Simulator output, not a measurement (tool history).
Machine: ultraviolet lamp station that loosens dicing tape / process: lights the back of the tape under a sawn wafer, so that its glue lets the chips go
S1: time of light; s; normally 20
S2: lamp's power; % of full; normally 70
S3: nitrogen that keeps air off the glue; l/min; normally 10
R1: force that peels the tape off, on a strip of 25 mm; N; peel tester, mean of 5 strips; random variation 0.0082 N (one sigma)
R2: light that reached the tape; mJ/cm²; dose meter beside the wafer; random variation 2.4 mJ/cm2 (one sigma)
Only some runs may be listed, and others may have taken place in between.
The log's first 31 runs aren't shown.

run 32 hour=1165.1 | S1=18 S2=69 S3=10 | R1=0.444 R2=240
run 33 hour=1220 | S1=38 S2=88 S3=10 | R1=0.071 R2=661
run 34 hour=1267.6 | S1=38 S2=88 S3=10 | R1=0.072 R2=657
run 35 hour=1301.2 | S1=10 S2=72 S3=10 | R1=1.467 R2=141
run 36 hour=1344.8 | S1=20 S2=91 S3=10 | R1=0.16 R2=353
run 37 hour=1390.2 | S1=17 S2=70 S3=10 | R1=0.511 R2=236
run 38 hour=1429.6 | S1=25 S2=81 S3=3 | R1=0.227 R2=396
run 39 hour=1468.6 | S1=18 S2=72 S3=10 | R1=0.416 R2=259
run 40 hour=1519.3 | S1=10 S2=82 S3=7 | R1=1.284 R2=160
run 41 hour=1545.8 | S1=20 S2=88 S3=10 | R1=0.181 R2=344
run 42 hour=1578.9 | S1=20 S2=79 S3=6 | R1=0.302 R2=310

Predict each of these 5 candidate next runs independently; none follows another, all start after run 42:
run A hour=1609.7 | S1=11 S2=88 S3=10 | R1=? R2=?
run B hour=1609.7 | S1=20 S2=97 S3=10 | R1=? R2=?
run C hour=1609.7 | S1=11 S2=70 S3=5 | R1=? R2=?
run D hour=1609.7 | S1=20 S2=70 S3=4 | R1=? R2=?
run E hour=1609.7 | S1=15 S2=88 S3=6 | R1=? R2=?

run=A R1=0.834 R2=189
run=B R1=0.127 R2=380
run=C R1=1.575 R2=147
run=D R1=0.528 R2=273
run=E R1=0.485 R2=257
What these runs would have given with no unlogged condition in the tool:
run=A R1=0.827 R2=190
run=B R1=0.126 R2=381
run=C R1=1.566 R2=148
run=D R1=0.524 R2=274
run=E R1=0.481 R2=258
